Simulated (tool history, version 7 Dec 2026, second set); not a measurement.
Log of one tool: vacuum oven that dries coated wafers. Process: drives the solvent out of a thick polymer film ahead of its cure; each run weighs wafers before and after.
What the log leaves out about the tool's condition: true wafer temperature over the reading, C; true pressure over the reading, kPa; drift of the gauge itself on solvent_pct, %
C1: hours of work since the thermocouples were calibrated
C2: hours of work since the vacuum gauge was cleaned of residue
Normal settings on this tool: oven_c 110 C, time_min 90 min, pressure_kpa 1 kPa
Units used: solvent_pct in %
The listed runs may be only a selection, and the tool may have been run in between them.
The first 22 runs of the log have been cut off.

Run 23, day 18.208: usual settings but oven_c 109 C, time_min 88 min, pressure_kpa 1.25 kPa; C1 689; C2 31. Result: solvent_pct 2.44 %.
Run 24, day 19.038: usual settings but oven_c 115 C, time_min 63 min; C1 702; C2 44. Result: solvent_pct 2.47 %.
Run 25, day 19.612: usual settings but oven_c 112 C, time_min 63 min; C1 710; C2 52. Result: solvent_pct 3.08 %.
Run 26, day 20.688: usual settings but oven_c 104 C, time_min 46 min, pressure_kpa 1.96 kPa; C1 727; C2 69. Result: solvent_pct 7.6 %.
Run 27, day 21.212: usual settings but oven_c 105 C, time_min 65 min, pressure_kpa 3.8 kPa; C1 734; C2 77. Result: solvent_pct 6.26 %.
Run 28, day 22.033: usual settings but oven_c 105 C, time_min 65 min, pressure_kpa 3.8 kPa; C1 747; C2 89. Result: solvent_pct 6.59 %.
At day 22.183: vacuum gauge cleaned of residue and calibrated, once more.
Run 29, day 23.129: usual settings but oven_c 101 C, pressure_kpa 0.94 kPa; C1 763; C2 14. Result: solvent_pct 3.57 %.
Run 30, day 24.142: usual settings but oven_c 108 C, time_min 100 min, pressure_kpa 0.56 kPa; C1 778; C2 30. Result: solvent_pct 1.52 %.
Run 31, day 25.196: usual settings but oven_c 108 C, time_min 100 min, pressure_kpa 0.56 kPa; C1 794; C2 46. Result: solvent_pct 1.58 %.
Run 32, day 26.296: usual settings but oven_c 108 C, time_min 100 min, pressure_kpa 0.56 kPa; C1 811; C2 62. Result: solvent_pct 1.48 %.
Run 33, day 26.867: usual settings but oven_c 114 C, time_min 73 min, pressure_kpa 0.57 kPa; C1 819; C2 71. Result: solvent_pct 1.79 %.

Here are 3 independent what-if runs from the current tool condition. What would each one return?
Run A, day 27.379: usual settings but oven_c 115 C, time_min 89 min, pressure_kpa 0.57 kPa; C1 827; C2 79. Result: solvent_pct ?.
Run B, day 27.379: usual settings but oven_c 113 C, time_min 62 min, pressure_kpa 3.52 kPa; C1 827; C2 79. Result: solvent_pct ?.
Run C, day 27.379: usual settings but oven_c 101 C, pressure_kpa 2.82 kPa; C1 827; C2 79. Result: solvent_pct ?.

run  solvent_pct
  A         1.08
  B         4.28
  C         5.27
Without the tool's hidden state the same runs would have given:
run  solvent_pct
  A         0.92
  B         3.94
  C         4.85

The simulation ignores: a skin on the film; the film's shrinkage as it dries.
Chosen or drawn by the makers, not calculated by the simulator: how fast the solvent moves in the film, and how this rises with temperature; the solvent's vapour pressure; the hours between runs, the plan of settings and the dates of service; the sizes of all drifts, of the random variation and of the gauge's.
